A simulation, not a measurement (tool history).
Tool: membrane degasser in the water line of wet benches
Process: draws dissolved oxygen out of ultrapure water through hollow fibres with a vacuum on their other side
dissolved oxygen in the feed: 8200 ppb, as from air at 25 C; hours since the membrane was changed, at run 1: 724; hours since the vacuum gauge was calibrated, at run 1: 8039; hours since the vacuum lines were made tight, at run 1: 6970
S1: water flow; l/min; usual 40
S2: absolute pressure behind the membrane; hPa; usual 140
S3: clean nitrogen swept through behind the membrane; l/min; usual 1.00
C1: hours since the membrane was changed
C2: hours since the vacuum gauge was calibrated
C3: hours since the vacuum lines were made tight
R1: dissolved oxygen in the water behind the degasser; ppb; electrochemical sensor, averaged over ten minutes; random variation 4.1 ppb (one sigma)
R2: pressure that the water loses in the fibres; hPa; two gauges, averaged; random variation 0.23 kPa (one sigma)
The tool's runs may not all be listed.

run 1 hour=0.0 | S1=40 S2=140 S3=1.00 | C1=724 C2=8039 C3=6970 | R1=833.9 R2=556.1
run 2 hour=83.3 | S1=40 S2=140 S3=1.00 | C1=807 C2=8122 C3=7054 | R1=839.1 R2=561.5
run 3 hour=133.3 | S1=41 S2=140 S3=1.00 | C1=858 C2=8172 C3=7104 | R1=848.8 R2=573.7
run 4 hour=203.4 | S1=41 S2=140 S3=1.00 | C1=928 C2=8242 C3=7174 | R1=852.8 R2=574.6
run 5 hour=267.6 | S1=41 S2=140 S3=1.00 | C1=992 C2=8306 C3=7238 | R1=850.9 R2=575.4
run 6 hour=307.5 | S1=40 S2=140 S3=0.51 | C1=1032 C2=8346 C3=7278 | R1=1308.0 R2=567.3
run 7 hour=378.8 | S1=40 S2=140 S3=1.00 | C1=1103 C2=8418 C3=7349 | R1=835.9 R2=560.1
run 8 hour=448.3 | S1=40 S2=140 S3=1.00 | C1=1173 C2=8487 C3=7419 | R1=843.7 R2=562.0
run 9 hour=494.8 | S1=40 S2=154 S3=1.00 | C1=1219 C2=8534 C3=7465 | R1=924.0 R2=557.6
run 10 hour=541.1 | S1=40 S2=154 S3=1.00 | C1=1265 C2=8580 C3=7511 | R1=928.6 R2=562.0
run 11 hour=618.1 | S1=40 S2=154 S3=1.00 | C1=1342 C2=8657 C3=7588 | R1=919.9 R2=561.5
run 12 hour=696.9 | S1=27 S2=140 S3=1.00 | C1=1421 C2=8736 C3=7667 | R1=615.4 R2=379.5
run 13 hour=758.5 | S1=27 S2=140 S3=1.00 | C1=1483 C2=8797 C3=7729 | R1=612.3 R2=380.6
run 14 hour=800.0 | S1=27 S2=140 S3=1.00 | C1=1524 C2=8839 C3=7770 | R1=612.3 R2=378.7
-- hour=836.1 vacuum gauge calibrated
run 15 hour=853.0 | S1=27 S2=140 S3=0.75 | C1=1577 C2=17 C3=7823 | R1=785.0 R2=380.5
run 16 hour=920.5 | S1=27 S2=140 S3=0.75 | C1=1644 C2=84 C3=7890 | R1=781.8 R2=379.3
run 17 hour=971.8 | S1=28 S2=140 S3=1.00 | C1=1695 C2=136 C3=7942 | R1=649.7 R2=393.9
run 18 hour=1037.5 | S1=56 S2=135 S3=2.65 | C1=1761 C2=201 C3=8007 | R1=535.6 R2=787.9
-- hour=1047.0 vacuum gauge calibrated, once more
run 19 hour=1104.6 | S1=56 S2=135 S3=2.65 | C1=1828 C2=58 C3=8074 | R1=500.7 R2=791.2
run 20 hour=1193.8 | S1=40 S2=268 S3=2.34 | C1=1917 C2=147 C3=8163 | R1=848.8 R2=564.5
run 21 hour=1258.5 | S1=62 S2=140 S3=1.00 | C1=1982 C2=212 C3=8228 | R1=1151.5 R2=876.5
run 22 hour=1324.3 | S1=63 S2=334 S3=1.00 | C1=2048 C2=277 C3=8294 | R1=2602.0 R2=890.5
run 23 hour=1389.2 | S1=48 S2=107 S3=0.60 | C1=2112 C2=342 C3=8358 | R1=947.3 R2=669.4
run 24 hour=1478.8 | S1=48 S2=107 S3=0.60 | C1=2202 C2=432 C3=8448 | R1=942.2 R2=676.4
run 25 hour=1553.2 | S1=48 S2=88 S3=2.33 | C1=2276 C2=506 C3=8523 | R1=279.0 R2=681.7
run 26 hour=1640.9 | S1=48 S2=88 S3=2.33 | C1=2364 C2=594 C3=8610 | R1=275.7 R2=677.0
run 27 hour=1719.5 | S1=48 S2=88 S3=2.33 | C1=2443 C2=673 C3=8689 | R1=277.4 R2=675.7
run 28 hour=1773.5 | S1=48 S2=88 S3=2.33 | C1=2497 C2=726 C3=8743 | R1=278.7 R2=676.8
run 29 hour=1812.1 | S1=48 S2=103 S3=1.00 | C1=2535 C2=765 C3=8781 | R1=640.7 R2=679.9
run 30 hour=1848.2 | S1=48 S2=91 S3=1.00 | C1=2571 C2=801 C3=8817 | R1=546.2 R2=680.5
run 31 hour=1937.0 | S1=26 S2=140 S3=1.00 | C1=2660 C2=890 C3=8906 | R1=577.6 R2=369.7

Forecast each of these 5 alternatives for the next run:
run A hour=1990.4 | S1=26 S2=150 S3=0.54 | C1=2714 C2=943 C3=8960 | R1=? R2=?
run B hour=1990.4 | S1=47 S2=91 S3=1.00 | C1=2714 C2=943 C3=8960 | R1=? R2=?
run C hour=1990.4 | S1=26 S2=344 S3=0.47 | C1=2714 C2=943 C3=8960 | R1=? R2=?
run D hour=1990.4 | S1=24 S2=118 S3=2.52 | C1=2714 C2=943 C3=8960 | R1=? R2=?
run E hour=1990.4 | S1=46 S2=140 S3=1.00 | C1=2714 C2=943 C3=8960 | R1=? R2=?

run=A R1=992.6 R2=367.0
run=B R1=539.5 R2=664.6
run=C R1=2445.7 R2=371.2
run=D R1=194.8 R2=339.8
run=E R1=906.7 R2=645.3
Without the tool's hidden state the same runs would have given:
run=A R1=987.7 R2=363.2
run=B R1=533.1 R2=657.6
run=C R1=2439.1 R2=367.4
run=D R1=190.6 R2=336.3
run=E R1=900.6 R2=638.5

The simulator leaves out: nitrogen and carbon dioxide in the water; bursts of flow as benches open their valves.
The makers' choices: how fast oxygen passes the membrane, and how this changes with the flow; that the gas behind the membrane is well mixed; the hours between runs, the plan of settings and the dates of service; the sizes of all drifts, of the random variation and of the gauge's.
